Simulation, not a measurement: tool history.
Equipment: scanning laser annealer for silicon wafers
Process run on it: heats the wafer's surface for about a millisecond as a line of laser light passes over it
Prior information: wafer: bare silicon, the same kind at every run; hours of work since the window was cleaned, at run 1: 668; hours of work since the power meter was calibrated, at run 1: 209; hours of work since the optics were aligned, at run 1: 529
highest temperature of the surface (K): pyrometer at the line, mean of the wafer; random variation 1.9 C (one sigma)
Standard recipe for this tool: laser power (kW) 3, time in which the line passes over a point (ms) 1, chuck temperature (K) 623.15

run   hour  laser power (kW)  time in which the line passes over a point (ms)  chuck temperature (K)  hours of work since the window was cleaned  hours of work since the power meter was calibrated  hours of work since the optics were aligned  highest temperature of the surface (K)
  1      0                 3                                                1                 623.15                                         668                                                 209                                          529                                 1410.15
  2   28.7                 3                                                1                 623.15                                         685                                                 226                                          546                                 1405.15
  3   74.2             2.909                                                1                 623.15                                         712                                                 252                                          573                                 1378.15
  4   98.5                 3                                                1                 623.15                                         726                                                 267                                          587                                 1401.15
  5  138.3                 3                                                1                 623.15                                         750                                                 290                                          611                                 1401.15
     182.5  -- window over the wafer cleaned
  6  182.8                 3                                                1                 623.15                                           0                                                 316                                          636                                 1422.15
  7  211.6                 3                                                1                 623.15                                          17                                                 333                                          653                                 1420.15
  8  231.2                 3                                                1                 623.15                                          29                                                 344                                          664                                 1416.15
  9  263.3                 3                                                1                 600.15                                          48                                                 363                                          683                                 1394.15
 10    300             3.228                                                1                 587.15                                          70                                                 385                                          705                                 1448.15
 11  330.1             3.228                                             0.77                 662.15                                          87                                                 403                                          723                                 1422.15

Forecast each of these 4 alternatives for the next run:
  A   355             2.664                                             1.13                 623.15                                         102                                                 417                                          738                                       ?
  B   355                 3                                             1.15                 623.15                                         102                                                 417                                          738                                       ?
  C   355             3.228                                             1.12                 585.15                                         102                                                 417                                          738                                       ?
  D   355             3.153                                             0.77                 662.15                                         102                                                 417                                          738                                       ?

run  highest temperature of the surface (K)
  A                                 1365.15
  B                                 1473.15
  C                                 1492.15
  D                                 1399.15
Take away the tool's hidden state, keep each run's random variation, and the runs would have read:
run  highest temperature of the surface (K)
  A                                 1376.15
  B                                 1486.15
  C                                 1505.15
  D                                 1410.15
